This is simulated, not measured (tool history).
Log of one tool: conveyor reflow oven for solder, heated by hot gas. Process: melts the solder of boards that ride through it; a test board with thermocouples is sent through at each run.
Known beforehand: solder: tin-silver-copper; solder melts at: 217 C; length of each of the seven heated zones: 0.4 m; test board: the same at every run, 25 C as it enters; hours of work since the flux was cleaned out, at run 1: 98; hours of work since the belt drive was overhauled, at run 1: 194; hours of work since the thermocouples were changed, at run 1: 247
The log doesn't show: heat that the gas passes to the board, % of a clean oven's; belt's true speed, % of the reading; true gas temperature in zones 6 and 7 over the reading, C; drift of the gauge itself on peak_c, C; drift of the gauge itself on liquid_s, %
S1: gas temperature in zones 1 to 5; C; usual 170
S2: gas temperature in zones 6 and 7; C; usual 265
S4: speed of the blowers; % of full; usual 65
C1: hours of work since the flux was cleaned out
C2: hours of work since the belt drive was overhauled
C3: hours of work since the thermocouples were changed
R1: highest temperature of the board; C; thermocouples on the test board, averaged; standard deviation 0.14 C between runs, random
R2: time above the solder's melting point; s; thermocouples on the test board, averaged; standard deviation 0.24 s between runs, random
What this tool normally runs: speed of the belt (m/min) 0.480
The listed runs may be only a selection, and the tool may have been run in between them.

{"run": 1, "day": 0.0, "S1": 170, "S2": 265, "speed of the belt (m/min)": 0.48, "S4": 65, "C1": 98, "C2": 194, "C3": 247, "R1": 250.4, "R2": 71.5}
{"run": 2, "day": 0.433, "S1": 170, "S2": 265, "speed of the belt (m/min)": 0.48, "S4": 65, "C1": 104, "C2": 201, "C3": 254, "R1": 250.3, "R2": 71.8}
{"run": 3, "day": 0.792, "S1": 170, "S2": 265, "speed of the belt (m/min)": 0.48, "S4": 65, "C1": 109, "C2": 206, "C3": 259, "R1": 250.2, "R2": 72.2}
{"run": 4, "day": 1.204, "S1": 170, "S2": 265, "speed of the belt (m/min)": 0.541, "S4": 65, "C1": 116, "C2": 212, "C3": 265, "R1": 246.5, "R2": 58.4}
{"run": 5, "day": 1.562, "S1": 170, "S2": 265, "speed of the belt (m/min)": 0.541, "S4": 65, "C1": 121, "C2": 218, "C3": 270, "R1": 246.3, "R2": 58.3}
{"run": 6, "day": 2.129, "S1": 168, "S2": 265, "speed of the belt (m/min)": 0.48, "S4": 65, "C1": 129, "C2": 226, "C3": 279, "R1": 249.8, "R2": 70.3}
{"run": 7, "day": 2.433, "S1": 168, "S2": 265, "speed of the belt (m/min)": 0.48, "S4": 60, "C1": 134, "C2": 231, "C3": 283, "R1": 248.5, "R2": 68.8}
{"run": 8, "day": 2.846, "S1": 168, "S2": 265, "speed of the belt (m/min)": 0.48, "S4": 60, "C1": 140, "C2": 237, "C3": 290, "R1": 248.6, "R2": 69.1}
{"run": 9, "day": 3.317, "S1": 170, "S2": 265, "speed of the belt (m/min)": 0.435, "S4": 65, "C1": 147, "C2": 244, "C3": 297, "R1": 252.7, "R2": 84.0}
{"run": 10, "day": 3.9, "S1": 170, "S2": 265, "speed of the belt (m/min)": 0.389, "S4": 65, "C1": 156, "C2": 253, "C3": 305, "R1": 255.5, "R2": 98.2}
{"run": 11, "day": 4.167, "S1": 170, "S2": 265, "speed of the belt (m/min)": 0.389, "S4": 65, "C1": 160, "C2": 257, "C3": 309, "R1": 255.8, "R2": 97.7}
{"run": 12, "day": 4.471, "S1": 170, "S2": 265, "speed of the belt (m/min)": 0.389, "S4": 65, "C1": 164, "C2": 261, "C3": 314, "R1": 255.8, "R2": 98.1}
{"run": 13, "day": 4.75, "S1": 170, "S2": 265, "speed of the belt (m/min)": 0.48, "S4": 65, "C1": 169, "C2": 265, "C3": 318, "R1": 250.0, "R2": 71.9}
{"run": 14, "day": 5.129, "S1": 163, "S2": 265, "speed of the belt (m/min)": 0.48, "S4": 65, "C1": 174, "C2": 271, "C3": 324, "R1": 248.9, "R2": 67.6}
{"run": 15, "day": 5.4, "S1": 170, "S2": 278, "speed of the belt (m/min)": 0.48, "S4": 65, "C1": 178, "C2": 275, "C3": 328, "R1": 261.8, "R2": 82.2}
{"run": 16, "day": 5.921, "S1": 159, "S2": 268, "speed of the belt (m/min)": 0.48, "S4": 73, "C1": 186, "C2": 283, "C3": 336, "R1": 252.7, "R2": 70.3}
{"run": 17, "day": 6.396, "S1": 159, "S2": 268, "speed of the belt (m/min)": 0.48, "S4": 73, "C1": 193, "C2": 290, "C3": 343, "R1": 252.6, "R2": 69.8}
{"run": 18, "day": 6.983, "S1": 164, "S2": 268, "speed of the belt (m/min)": 0.48, "S4": 73, "C1": 202, "C2": 299, "C3": 352, "R1": 253.3, "R2": 73.1}
{"run": 19, "day": 7.483, "S1": 181, "S2": 265, "speed of the belt (m/min)": 0.489, "S4": 71, "C1": 210, "C2": 306, "C3": 359, "R1": 252.4, "R2": 78.2}
{"run": 20, "day": 8.0, "S1": 177, "S2": 267, "speed of the belt (m/min)": 0.497, "S4": 60, "C1": 217, "C2": 314, "C3": 367, "R1": 250.8, "R2": 72.3}
{"run": 21, "day": 8.488, "S1": 159, "S2": 267, "speed of the belt (m/min)": 0.567, "S4": 60, "C1": 225, "C2": 321, "C3": 374, "R1": 241.6, "R2": 46.4}
{"run": 22, "day": 9.083, "S1": 163, "S2": 276, "speed of the belt (m/min)": 0.48, "S4": 65, "C1": 234, "C2": 330, "C3": 383, "R1": 259.0, "R2": 76.3}
{"run": 23, "day": 9.7, "S1": 160, "S2": 276, "speed of the belt (m/min)": 0.527, "S4": 53, "C1": 243, "C2": 339, "C3": 392, "R1": 250.4, "R2": 59.6}
{"run": 24, "day": 10.162, "S1": 160, "S2": 276, "speed of the belt (m/min)": 0.527, "S4": 53, "C1": 250, "C2": 346, "C3": 399, "R1": 250.6, "R2": 59.8}
{"run": 25, "day": 10.788, "S1": 162, "S2": 265, "speed of the belt (m/min)": 0.48, "S4": 65, "C1": 259, "C2": 356, "C3": 409, "R1": 248.5, "R2": 66.8}
{"run": 26, "day": 11.283, "S1": 164, "S2": 272, "speed of the belt (m/min)": 0.48, "S4": 65, "C1": 266, "C2": 363, "C3": 416, "R1": 255.1, "R2": 73.9}
{"run": 27, "day": 11.908, "S1": 163, "S2": 265, "speed of the belt (m/min)": 0.48, "S4": 62, "C1": 276, "C2": 372, "C3": 425, "R1": 247.7, "R2": 66.0}
{"run": 28, "day": 12.229, "S1": 163, "S2": 265, "speed of the belt (m/min)": 0.48, "S4": 62, "C1": 281, "C2": 377, "C3": 430, "R1": 247.9, "R2": 66.1}
{"run": 29, "day": 12.783, "S1": 163, "S2": 265, "speed of the belt (m/min)": 0.48, "S4": 62, "C1": 289, "C2": 386, "C3": 438, "R1": 247.9, "R2": 66.3}
{"day": 13.096, "done": "flux residue cleaned out of gas plates and filters"}
{"run": 30, "day": 13.475, "S1": 174, "S2": 257, "speed of the belt (m/min)": 0.48, "S4": 62, "C1": 6, "C2": 393, "C3": 446, "R1": 244.0, "R2": 67.1}

For each run, the measured value with the value that run would have given without the tool's hidden condition subtracted. The run-to-run variation is shared by both, the gauge scatter possibly not:
run=1 R1=-0.5 R2=-0.4
run=2 R1=-0.5 R2=-0.4
run=3 R1=-0.5 R2=-0.4
run=4 R1=-0.7 R2=-0.5
run=5 R1=-0.6 R2=-0.5
run=6 R1=-0.6 R2=-0.5
run=7 R1=-0.6 R2=-0.4
run=8 R1=-0.5 R2=-0.5
run=9 R1=-0.6 R2=-0.3
run=10 R1=-0.5 R2=-0.2
run=11 R1=-0.5 R2=-0.2
run=12 R1=-0.4 R2=-0.1
run=13 R1=-0.7 R2=-0.5
run=14 R1=-0.8 R2=-0.7
run=15 R1=-0.8 R2=-0.2
run=16 R1=-0.8 R2=-0.7
run=17 R1=-0.8 R2=-0.7
run=18 R1=-0.8 R2=-0.6
run=19 R1=-0.7 R2=-0.4
run=20 R1=-0.8 R2=-0.4
run=21 R1=-1.0 R2=-1.2
run=22 R1=-0.9 R2=-0.5
run=23 R1=-1.0 R2=-0.7
run=24 R1=-0.9 R2=-0.8
run=25 R1=-0.9 R2=-0.9
run=26 R1=-1.0 R2=-0.7
run=27 R1=-1.0 R2=-1.0
run=28 R1=-1.0 R2=-1.0
run=29 R1=-1.0 R2=-1.0
run=30 R1=+0.3 R2=+0.8
